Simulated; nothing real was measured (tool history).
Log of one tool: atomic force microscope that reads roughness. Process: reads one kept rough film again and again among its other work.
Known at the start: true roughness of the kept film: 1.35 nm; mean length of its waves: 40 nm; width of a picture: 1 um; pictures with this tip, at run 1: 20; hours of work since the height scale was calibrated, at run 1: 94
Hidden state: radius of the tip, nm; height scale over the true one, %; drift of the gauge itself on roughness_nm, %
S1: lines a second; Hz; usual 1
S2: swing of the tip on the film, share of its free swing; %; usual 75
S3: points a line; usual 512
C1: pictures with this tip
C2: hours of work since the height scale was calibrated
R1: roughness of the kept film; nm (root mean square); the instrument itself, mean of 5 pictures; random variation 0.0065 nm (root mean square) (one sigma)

run,hour,S1,S2,S3,C1,C2,R1
1,0,1,75,512,20,94,1.263
2,9.1,1,75,512,40,100,1.24
3,13.5,1,75,512,49,103,1.234
4,20.5,1,75,512,64,107,1.217
5,26.6,1,75,512,77,111,1.202
# hour 32.3: new tip fitted
6,35,1,75,687,5,116,1.294
7,41,1,75,687,18,120,1.255
8,47.5,1,75,687,32,124,1.251
9,51.5,1,75,687,41,127,1.248
10,60.3,1,75,687,60,133,1.23
11,65.6,3.7,75,512,71,136,1.141
12,69.9,1,75,512,80,139,1.217
# hour 74.5: new tip fitted
13,76.6,1,75,512,5,143,1.284
14,83.1,1,75,512,19,147,1.263
15,87.4,0.79,75,512,28,150,1.258
16,96.8,0.79,75,512,48,156,1.246
# hour 98.6: height scale calibrated on a step standard
17,106.2,0.79,75,512,66,5,1.237
18,115.3,0.79,75,512,86,11,1.224
# hour 117.1: new tip fitted
19,120.9,1.83,75,512,8,14,1.25
20,125.9,1.83,75,512,19,17,1.219
21,133.8,0.61,73,663,36,22,1.249
22,142.8,0.61,73,663,55,28,1.237
# hour 150.6: height scale calibrated on a step standard, once more
23,150.6,0.61,77,663,70,0,1.231
# hour 160.1: new tip fitted
24,160.1,0.83,75,941,0,6,1.295
25,167.8,1.93,75,600,17,11,1.245
26,172.4,0.59,75,790,26,14,1.279
27,181.5,1.49,75,512,46,20,1.232
28,187.2,0.83,62,918,58,23,1.246
29,196.4,3.28,75,512,78,29,1.147
# hour 202.1: new tip fitted
30,205.8,1,60,271,8,35,1.288
31,211.2,0.71,58,890,20,39,1.283
32,215.1,0.71,70,323,28,41,1.263
33,219.9,3.54,70,607,38,44,1.19
34,228.2,1,89,512,56,50,1.196
35,234.2,3.95,75,512,69,53,1.127
36,239.9,1,75,993,81,57,1.218
# hour 244.1: new tip fitted
37,246.1,3.77,66,605,4,61,1.229
38,253.2,3.77,66,605,19,65,1.228
39,258.9,3.77,66,605,31,69,1.203

Forecast each of these 3 alternatives for the next run:
A,268.1,1.07,89,264,51,75,?
B,268.1,1,89,512,51,75,?
C,268.1,3.77,66,285,51,75,?

run,R1
A,1.203
B,1.202
C,1.187
Without the tool's hidden state the same runs would have given:
run,R1
A,1.25
B,1.249
C,1.234
